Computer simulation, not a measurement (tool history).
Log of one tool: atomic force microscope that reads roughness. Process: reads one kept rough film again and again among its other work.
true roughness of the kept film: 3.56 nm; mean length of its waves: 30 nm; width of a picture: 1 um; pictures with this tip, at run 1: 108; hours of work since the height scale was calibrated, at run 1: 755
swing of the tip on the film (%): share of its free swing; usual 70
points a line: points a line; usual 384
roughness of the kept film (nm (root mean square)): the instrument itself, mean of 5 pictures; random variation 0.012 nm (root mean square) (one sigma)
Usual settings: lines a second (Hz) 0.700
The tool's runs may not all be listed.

| run | hour | lines a second (Hz) | swing of the tip on the film (%) | points a line | pictures with this tip | hours of work since the height scale was calibrated | roughness of the kept film (nm (root mean square)) |
|---|---|---|---|---|---|---|---|
| 1 | 0.0 | 0.700 | 70 | 384 | 108 | 755 | 2.618 |
| 2 | 60.9 | 0.700 | 62 | 384 | 187 | 785 | 2.503 |
|  | 105.9 | new tip fitted |
| 3 | 129.6 | 0.700 | 70 | 384 | 30 | 819 | 2.842 |
| 4 | 167.3 | 0.700 | 70 | 384 | 80 | 837 | 2.712 |
| 5 | 214.4 | 0.700 | 70 | 384 | 141 | 861 | 2.580 |
| 6 | 279.9 | 0.700 | 70 | 384 | 226 | 893 | 2.403 |
|  | 295.1 | new tip fitted |
| 7 | 346.6 | 0.700 | 70 | 384 | 68 | 926 | 2.748 |
| 8 | 389.4 | 0.700 | 70 | 365 | 123 | 948 | 2.621 |
| 9 | 444.4 | 0.700 | 70 | 306 | 195 | 975 | 2.462 |
|  | 483.9 | new tip fitted |
| 10 | 488.1 | 0.700 | 70 | 306 | 5 | 996 | 2.864 |
| 11 | 519.7 | 2.821 | 70 | 384 | 46 | 1012 | 2.494 |
| 12 | 552.7 | 2.821 | 70 | 384 | 89 | 1028 | 2.372 |
| 13 | 597.2 | 1.410 | 79 | 384 | 148 | 1051 | 2.332 |
| 14 | 652.1 | 1.399 | 79 | 563 | 219 | 1078 | 2.234 |
|  | 672.3 | new tip fitted |
| 15 | 702.4 | 0.932 | 72 | 549 | 39 | 1103 | 2.739 |
| 16 | 742.1 | 0.700 | 58 | 319 | 91 | 1122 | 2.748 |
| 17 | 810.1 | 1.815 | 58 | 284 | 179 | 1156 | 2.442 |
|  | 861.0 | new tip fitted |
| 18 | 877.8 | 0.759 | 56 | 468 | 22 | 1189 | 2.929 |
| 19 | 914.2 | 0.700 | 85 | 338 | 69 | 1208 | 2.599 |
| 20 | 976.6 | 0.700 | 70 | 466 | 151 | 1239 | 2.568 |

Forecast run 21:
| 21 | 1035.6 | 0.700 | 87 | 522 | 228 | 1268 | ? |

roughness of the kept film (nm (root mean square)): 2.276
Without the tool's hidden state the same run would have given roughness of the kept film (nm (root mean square)) 2.770.
